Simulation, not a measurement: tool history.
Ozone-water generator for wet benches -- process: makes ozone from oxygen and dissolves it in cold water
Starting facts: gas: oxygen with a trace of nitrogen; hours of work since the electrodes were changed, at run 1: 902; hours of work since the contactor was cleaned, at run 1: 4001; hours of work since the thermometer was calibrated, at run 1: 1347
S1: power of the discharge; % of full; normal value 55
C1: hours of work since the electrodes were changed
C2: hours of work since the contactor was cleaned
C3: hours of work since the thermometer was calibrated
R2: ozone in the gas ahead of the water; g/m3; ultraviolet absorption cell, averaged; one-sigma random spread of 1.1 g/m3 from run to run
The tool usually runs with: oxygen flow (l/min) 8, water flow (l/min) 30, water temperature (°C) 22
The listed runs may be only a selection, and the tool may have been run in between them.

run 1 hour=0 | S1=55 oxygen_flow_(l/min)=8 water_flow_(l/min)=30 water_temperature_(°C)=22 | C1=902 C2=4001 C3=1347 | dissolved_ozone_(ppm)=20.7 R2=205.4
run 2 hour=77.2 | S1=55 oxygen_flow_(l/min)=8 water_flow_(l/min)=30 water_temperature_(°C)=22 | C1=967 C2=4066 C3=1412 | dissolved_ozone_(ppm)=20.6 R2=203.5
run 3 hour=184.6 | S1=55 oxygen_flow_(l/min)=8 water_flow_(l/min)=30 water_temperature_(°C)=22 | C1=1057 C2=4156 C3=1502 | dissolved_ozone_(ppm)=21.3 R2=203.8
run 4 hour=256.6 | S1=55 oxygen_flow_(l/min)=8 water_flow_(l/min)=30 water_temperature_(°C)=22 | C1=1117 C2=4216 C3=1563 | dissolved_ozone_(ppm)=20.9 R2=204.4
run 5 hour=394 | S1=55 oxygen_flow_(l/min)=8 water_flow_(l/min)=30 water_temperature_(°C)=22 | C1=1233 C2=4331 C3=1678 | dissolved_ozone_(ppm)=20.6 R2=201.9
run 6 hour=491.8 | S1=55 oxygen_flow_(l/min)=8 water_flow_(l/min)=30 water_temperature_(°C)=22 | C1=1315 C2=4414 C3=1760 | dissolved_ozone_(ppm)=20.4 R2=202.6
-- hour=507.3 contactor cleaned
run 7 hour=611 | S1=55 oxygen_flow_(l/min)=8 water_flow_(l/min)=44 water_temperature_(°C)=22 | C1=1412 C2=87 C3=1857 | dissolved_ozone_(ppm)=14 R2=201.1
run 8 hour=686.1 | S1=55 oxygen_flow_(l/min)=8 water_flow_(l/min)=44 water_temperature_(°C)=22 | C1=1475 C2=150 C3=1920 | dissolved_ozone_(ppm)=13.9 R2=201.9
run 9 hour=771.8 | S1=54 oxygen_flow_(l/min)=6.9 water_flow_(l/min)=44 water_temperature_(°C)=22 | C1=1546 C2=222 C3=1992 | dissolved_ozone_(ppm)=13.7 R2=216.7
run 10 hour=902.8 | S1=71 oxygen_flow_(l/min)=8 water_flow_(l/min)=30 water_temperature_(°C)=16 | C1=1656 C2=332 C3=2101 | dissolved_ozone_(ppm)=27.2 R2=251.4
run 11 hour=977.1 | S1=55 oxygen_flow_(l/min)=8 water_flow_(l/min)=30 water_temperature_(°C)=20 | C1=1719 C2=394 C3=2164 | dissolved_ozone_(ppm)=20.7 R2=200
-- hour=1034.8 contactor cleaned, once more
run 12 hour=1128 | S1=55 oxygen_flow_(l/min)=5.63 water_flow_(l/min)=43 water_temperature_(°C)=22 | C1=1842 C2=78 C3=2287 | dissolved_ozone_(ppm)=14.4 R2=244.5
run 13 hour=1187.5 | S1=55 oxygen_flow_(l/min)=8 water_flow_(l/min)=30 water_temperature_(°C)=21 | C1=1892 C2=128 C3=2337 | dissolved_ozone_(ppm)=21.1 R2=198.6
run 14 hour=1323.8 | S1=55 oxygen_flow_(l/min)=8 water_flow_(l/min)=30 water_temperature_(°C)=21 | C1=2006 C2=242 C3=2451 | dissolved_ozone_(ppm)=21 R2=202.2
run 15 hour=1458 | S1=55 oxygen_flow_(l/min)=8 water_flow_(l/min)=30 water_temperature_(°C)=21 | C1=2119 C2=355 C3=2564 | dissolved_ozone_(ppm)=20.8 R2=200.7

Predict each of these 4 candidate next runs independently; none follows another, all start after run 15:
run A hour=1534.6 | S1=70 oxygen_flow_(l/min)=8 water_flow_(l/min)=30 water_temperature_(°C)=22 | C1=2183 C2=419 C3=2628 | dissolved_ozone_(ppm)=? R2=?
run B hour=1534.6 | S1=42 oxygen_flow_(l/min)=8 water_flow_(l/min)=30 water_temperature_(°C)=29 | C1=2183 C2=419 C3=2628 | dissolved_ozone_(ppm)=? R2=?
run C hour=1534.6 | S1=55 oxygen_flow_(l/min)=4.28 water_flow_(l/min)=30 water_temperature_(°C)=22 | C1=2183 C2=419 C3=2628 | dissolved_ozone_(ppm)=? R2=?
run D hour=1534.6 | S1=50 oxygen_flow_(l/min)=13.76 water_flow_(l/min)=36 water_temperature_(°C)=22 | C1=2183 C2=419 C3=2628 | dissolved_ozone_(ppm)=? R2=?

run=A dissolved_ozone_(ppm)=25.5 R2=245
run=B dissolved_ozone_(ppm)=14.5 R2=157.2
run=C dissolved_ozone_(ppm)=20.1 R2=281.2
run=D dissolved_ozone_(ppm)=15.1 R2=134.7
With the hidden condition removed and each run's random variation left untouched, the same runs would have given:
run=A dissolved_ozone_(ppm)=27 R2=258.9
run=B dissolved_ozone_(ppm)=15 R2=162
run=C dissolved_ozone_(ppm)=21.1 R2=293.6
run=D dissolved_ozone_(ppm)=15.8 R2=140
